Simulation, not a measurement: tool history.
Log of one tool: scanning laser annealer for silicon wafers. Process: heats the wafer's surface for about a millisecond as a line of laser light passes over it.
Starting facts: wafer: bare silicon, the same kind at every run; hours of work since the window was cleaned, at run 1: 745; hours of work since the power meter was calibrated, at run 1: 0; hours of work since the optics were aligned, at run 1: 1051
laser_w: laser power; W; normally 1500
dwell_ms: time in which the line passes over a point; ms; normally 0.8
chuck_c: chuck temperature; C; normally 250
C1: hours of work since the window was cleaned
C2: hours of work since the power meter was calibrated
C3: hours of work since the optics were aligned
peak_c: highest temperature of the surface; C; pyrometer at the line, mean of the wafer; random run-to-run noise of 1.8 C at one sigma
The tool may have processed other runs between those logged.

run 1 hour=0 | laser_w=1500 dwell_ms=0.8 chuck_c=250 | C1=745 C2=0 C3=1051 | peak_c=1017
run 2 hour=4.8 | laser_w=1500 dwell_ms=0.8 chuck_c=250 | C1=748 C2=3 C3=1053 | peak_c=1018
run 3 hour=14 | laser_w=1500 dwell_ms=0.8 chuck_c=250 | C1=752 C2=7 C3=1058 | peak_c=1019
run 4 hour=18.1 | laser_w=1500 dwell_ms=0.8 chuck_c=250 | C1=754 C2=9 C3=1060 | peak_c=1020
run 5 hour=26.2 | laser_w=1500 dwell_ms=0.952 chuck_c=250 | C1=759 C2=14 C3=1064 | peak_c=1075
run 6 hour=30.4 | laser_w=1500 dwell_ms=0.952 chuck_c=250 | C1=761 C2=16 C3=1066 | peak_c=1081
run 7 hour=34.6 | laser_w=1543 dwell_ms=0.722 chuck_c=237 | C1=763 C2=18 C3=1069 | peak_c=1001
-- hour=37.3 window over the wafer cleaned
run 8 hour=43.6 | laser_w=1543 dwell_ms=0.716 chuck_c=251 | C1=3 C2=21 C3=1072 | peak_c=996
run 9 hour=51.8 | laser_w=1451 dwell_ms=0.8 chuck_c=213 | C1=7 C2=26 C3=1076 | peak_c=938
run 10 hour=59 | laser_w=1451 dwell_ms=0.8 chuck_c=213 | C1=11 C2=29 C3=1080 | peak_c=942

Per-run results on a tool with no hidden state, each run keeping its own random variation:
The tool's hidden condition here consists of: light that passes the window, % of a clean one's; laser's true power over the reading, %; width of the line over the set one, %; drift of the gauge itself on peak_c, C.
run=1 peak_c=1057
run=2 peak_c=1058
run=3 peak_c=1059
run=4 peak_c=1061
run=5 peak_c=1119
run=6 peak_c=1125
run=7 peak_c=1041
run=8 peak_c=1048
run=9 peak_c=989
run=10 peak_c=994
